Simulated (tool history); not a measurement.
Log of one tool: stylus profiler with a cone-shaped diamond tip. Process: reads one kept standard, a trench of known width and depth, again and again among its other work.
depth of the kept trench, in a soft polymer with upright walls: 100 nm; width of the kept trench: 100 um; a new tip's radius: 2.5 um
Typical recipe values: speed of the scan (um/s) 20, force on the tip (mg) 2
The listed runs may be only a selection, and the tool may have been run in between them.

run	day	speed of the scan (um/s)	force on the tip (mg)	depth of the trench (nm)	width of the trench's floor (um)
1	0	20	2	100.87	98.22
2	1.092	20	2	100.92	98.24
3	1.596	20	2	100.88	98.22
4	2.479	20	2	100.87	98.17
5	3.433	20	2	100.88	98.17
6	4.558	6	2	100.83	98.3
7	5.075	20	2	100.84	98.2
8	6.179	20	2	100.9	98.19
9	6.754	23	2	100.94	98.17
10	7.592	20	5.93	101.85	98.23
11	8.142	20	5.93	101.8	98.21
12	8.788	17	3.19	101.14	98.2
13	9.546	17	3.19	101.18	98.17
14	10.521	17	3.19	101.21	98.14
15	11.504	17	3.19	101.25	98.1
16	12.367	17	1.03	100.46	98.04
17	13.312	17	1.03	100.5	98.11
18	14.104	17	1.03	100.48	98.07
19	14.783	10	1.03	100.53	98.09
20	15.742	19	1.69	100.75	98.06
21	16.612	19	1.69	100.72	98.03

Consider 4 possible next runs. They are alternatives, not a sequence: every one starts from the tool as it was left by run 21. What does each give?
A	17.5	10	1.16	?	?
B	17.5	39	2.36	?	?
C	17.5	6	4.7	?	?
D	17.5	40	0.72	?	?

run	depth of the trench (nm)	width of the trench's floor (um)
A	100.49	98.11
B	100.89	97.97
C	101.55	98.21
D	100.36	97.75
What these runs would have given with no unlogged condition in the tool:
run	depth of the trench (nm)	width of the trench's floor (um)
A	100.66	98.5
B	101.06	98.36
C	101.72	98.59
D	100.53	98.14

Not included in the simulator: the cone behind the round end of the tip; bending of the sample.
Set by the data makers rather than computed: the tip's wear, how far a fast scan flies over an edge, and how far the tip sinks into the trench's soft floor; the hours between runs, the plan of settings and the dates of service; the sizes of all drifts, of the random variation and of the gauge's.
